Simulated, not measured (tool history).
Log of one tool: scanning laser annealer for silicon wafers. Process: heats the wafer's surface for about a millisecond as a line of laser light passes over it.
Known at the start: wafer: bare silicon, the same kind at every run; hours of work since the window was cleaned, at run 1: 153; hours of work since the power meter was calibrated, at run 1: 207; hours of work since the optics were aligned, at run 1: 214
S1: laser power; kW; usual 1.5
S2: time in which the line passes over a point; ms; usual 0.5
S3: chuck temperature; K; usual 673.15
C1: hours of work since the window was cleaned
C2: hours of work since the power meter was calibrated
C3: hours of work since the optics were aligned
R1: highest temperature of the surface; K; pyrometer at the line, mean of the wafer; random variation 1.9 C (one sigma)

| run | hour | S1 | S2 | S3 | C1 | C2 | C3 | R1 |
|---|---|---|---|---|---|---|---|---|
| 1 | 0 | 1.5 | 0.5 | 673.15 | 153 | 207 | 214 | 1485.15 |
| 2 | 8.9 | 1.641 | 0.5 | 673.15 | 158 | 211 | 219 | 1571.15 |
| 3 | 15.6 | 1.332 | 0.5 | 673.15 | 162 | 215 | 223 | 1381.15 |
| 4 | 25 | 1.591 | 0.5 | 673.15 | 167 | 220 | 228 | 1541.15 |
| 5 | 32.7 | 1.591 | 0.351 | 673.15 | 171 | 224 | 232 | 1418.15 |
| 6 | 37.6 | 1.591 | 0.351 | 673.15 | 173 | 227 | 234 | 1414.15 |
| 7 | 42.6 | 1.5 | 0.5 | 673.15 | 176 | 229 | 237 | 1484.15 |
| 8 | 47.6 | 1.5 | 0.5 | 673.15 | 179 | 232 | 240 | 1482.15 |
| 9 | 56.1 | 1.5 | 0.472 | 673.15 | 183 | 237 | 244 | 1463.15 |
| 10 | 61.6 | 1.5 | 0.472 | 673.15 | 186 | 240 | 247 | 1460.15 |
| 11 | 66.8 | 1.5 | 0.573 | 673.15 | 189 | 242 | 250 | 1528.15 |
| 12 | 71.5 | 1.5 | 0.573 | 673.15 | 191 | 245 | 252 | 1534.15 |
| 13 | 80.3 | 1.5 | 0.573 | 673.15 | 196 | 249 | 257 | 1533.15 |
| 14 | 86.2 | 1.5 | 0.5 | 689.15 | 199 | 253 | 260 | 1495.15 |
| 15 | 94.5 | 1.5 | 0.5 | 689.15 | 204 | 257 | 264 | 1494.15 |
| 16 | 100.7 | 1.5 | 0.5 | 689.15 | 207 | 260 | 268 | 1493.15 |
| 17 | 106.8 | 1.592 | 0.433 | 712.15 | 210 | 264 | 271 | 1520.15 |
| 18 | 112.9 | 1.592 | 0.433 | 712.15 | 213 | 267 | 274 | 1519.15 |
| 19 | 122.8 | 1.5 | 0.502 | 673.15 | 219 | 272 | 279 | 1478.15 |
| 20 | 130.1 | 1.479 | 0.37 | 652.15 | 223 | 276 | 283 | 1346.15 |
| 21 | 140.2 | 1.479 | 0.62 | 652.15 | 228 | 281 | 289 | 1522.15 |
| 22 | 147.6 | 1.479 | 0.62 | 652.15 | 232 | 285 | 293 | 1520.15 |
| 23 | 156.8 | 1.543 | 0.483 | 634.15 | 237 | 290 | 298 | 1453.15 |
| 24 | 165 | 1.413 | 0.536 | 673.15 | 241 | 294 | 302 | 1445.15 |
| 25 | 171.2 | 1.413 | 0.536 | 673.15 | 244 | 298 | 305 | 1445.15 |

Forecast each of these 3 alternatives for the next run:
| A | 176.3 | 1.561 | 0.459 | 634.15 | 247 | 300 | 308 | ? |
| B | 176.3 | 1.413 | 0.536 | 650.15 | 247 | 300 | 308 | ? |
| C | 176.3 | 1.602 | 0.5 | 673.15 | 247 | 300 | 308 | ? |

| run | R1 |
|---|---|
| A | 1439.15 |
| B | 1423.15 |
| C | 1535.15 |
Without the tool's hidden state the same runs would have given:
| run | R1 |
|---|---|
| A | 1479.15 |
| B | 1462.15 |
| C | 1577.15 |

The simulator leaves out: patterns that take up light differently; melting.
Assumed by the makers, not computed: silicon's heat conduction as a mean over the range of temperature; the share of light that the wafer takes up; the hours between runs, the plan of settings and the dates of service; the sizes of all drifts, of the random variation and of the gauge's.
